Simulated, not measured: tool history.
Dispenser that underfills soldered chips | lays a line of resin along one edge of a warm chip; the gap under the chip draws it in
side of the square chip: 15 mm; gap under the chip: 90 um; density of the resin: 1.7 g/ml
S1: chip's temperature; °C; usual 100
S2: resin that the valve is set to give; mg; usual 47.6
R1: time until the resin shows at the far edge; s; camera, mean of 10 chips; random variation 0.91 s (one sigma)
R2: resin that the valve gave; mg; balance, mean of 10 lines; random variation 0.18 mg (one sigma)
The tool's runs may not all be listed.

run 1 hour=0 | S1=100 S2=47.6 | R1=90.9 R2=47.35
run 2 hour=5.7 | S1=100 S2=47.6 | R1=118 R2=47.52
-- hour=7.6 new syringe of resin
-- hour=16.2 new syringe of resin
run 3 hour=17 | S1=100 S2=52.4 | R1=91 R2=51.89
-- hour=24.5 new syringe of resin
run 4 hour=27.5 | S1=100 S2=41.1 | R1=109 R2=40.32
-- hour=32.9 new syringe of resin
run 5 hour=35.8 | S1=96 S2=47.6 | R1=123.3 R2=46.51
-- hour=40.6 new syringe of resin
run 6 hour=42.3 | S1=96 S2=61.3 | R1=109.6 R2=60.23
-- hour=49.1 new syringe of resin
run 7 hour=52.5 | S1=100 S2=47.6 | R1=107.2 R2=46.48
-- hour=56.9 new syringe of resin
run 8 hour=58.7 | S1=100 S2=47.6 | R1=100.3 R2=46.09
run 9 hour=63.8 | S1=100 S2=47.2 | R1=124.5 R2=45.82
-- hour=64.9 new syringe of resin
run 10 hour=71.7 | S1=100 S2=47.2 | R1=129.5 R2=45.85
-- hour=72.7 new syringe of resin
-- hour=80.3 new syringe of resin
run 11 hour=81.4 | S1=100 S2=47.2 | R1=95.4 R2=45.64
-- hour=88.2 new syringe of resin
run 12 hour=90.2 | S1=100 S2=47.6 | R1=100.7 R2=46.01
-- hour=96.3 new syringe of resin
run 13 hour=98.9 | S1=100 S2=47.6 | R1=103.8 R2=45.73
-- hour=104.1 new syringe of resin
run 14 hour=110.6 | S1=100 S2=54.6 | R1=122.2 R2=52.11
-- hour=112 new syringe of resin
run 15 hour=116.8 | S1=103 S2=41 | R1=108 R2=39.16
-- hour=119.6 new syringe of resin
-- hour=125.1 dispensing valve cleaned and set on the balance
run 16 hour=127.4 | S1=90 S2=47.3 | R1=185.6 R2=47.05
-- hour=128.2 new syringe of resin
run 17 hour=134.8 | S1=90 S2=47.3 | R1=187.2 R2=47.22
-- hour=136.4 new syringe of resin
-- hour=144.2 new syringe of resin
run 18 hour=146.3 | S1=102 S2=53 | R1=92.4 R2=52.69
-- hour=152.3 new syringe of resin
run 19 hour=152.8 | S1=102 S2=53 | R1=88.1 R2=52.51
-- hour=159.9 new syringe of resin
run 20 hour=159.9 | S1=102 S2=53 | R1=82.6 R2=52.56
run 21 hour=165 | S1=100 S2=53.4 | R1=113.1 R2=52.5
-- hour=167.7 new syringe of resin
run 22 hour=175 | S1=113 S2=55.1 | R1=74.8 R2=54.12
-- hour=175.8 new syringe of resin
-- hour=183.9 new syringe of resin
run 23 hour=184 | S1=114 S2=55.1 | R1=51.9 R2=54.03
run 24 hour=189.6 | S1=109 S2=41.4 | R1=89.7 R2=40.57
-- hour=191.6 new syringe of resin
run 25 hour=195.2 | S1=109 S2=41.4 | R1=81.6 R2=40.35
-- hour=199.5 new syringe of resin
run 26 hour=202.1 | S1=102 S2=58.5 | R1=93.3 R2=57.69
-- hour=207.7 new syringe of resin
run 27 hour=207.9 | S1=102 S2=58.5 | R1=83.2 R2=57.03

Forecast each of these 5 alternatives for the next run:
run A hour=213.3 | S1=93 S2=47.6 | R1=? R2=?
run B hour=213.3 | S1=98 S2=61.3 | R1=? R2=?
run C hour=213.3 | S1=90 S2=42.8 | R1=? R2=?
run D hour=213.3 | S1=114 S2=59.7 | R1=? R2=?
run E hour=213.3 | S1=99 S2=47.6 | R1=? R2=?

run=A R1=159.5 R2=46.29
run=B R1=126.1 R2=59.54
run=C R1=194.2 R2=41.55
run=D R1=68.6 R2=58.21
run=E R1=129.3 R2=46.53
Without the tool's hidden state the same runs would have given:
run=A R1=111.3 R2=47.73
run=B R1=88.6 R2=61.38
run=C R1=134.8 R2=42.84
run=D R1=48.3 R2=60.01
run=E R1=90.3 R2=47.97
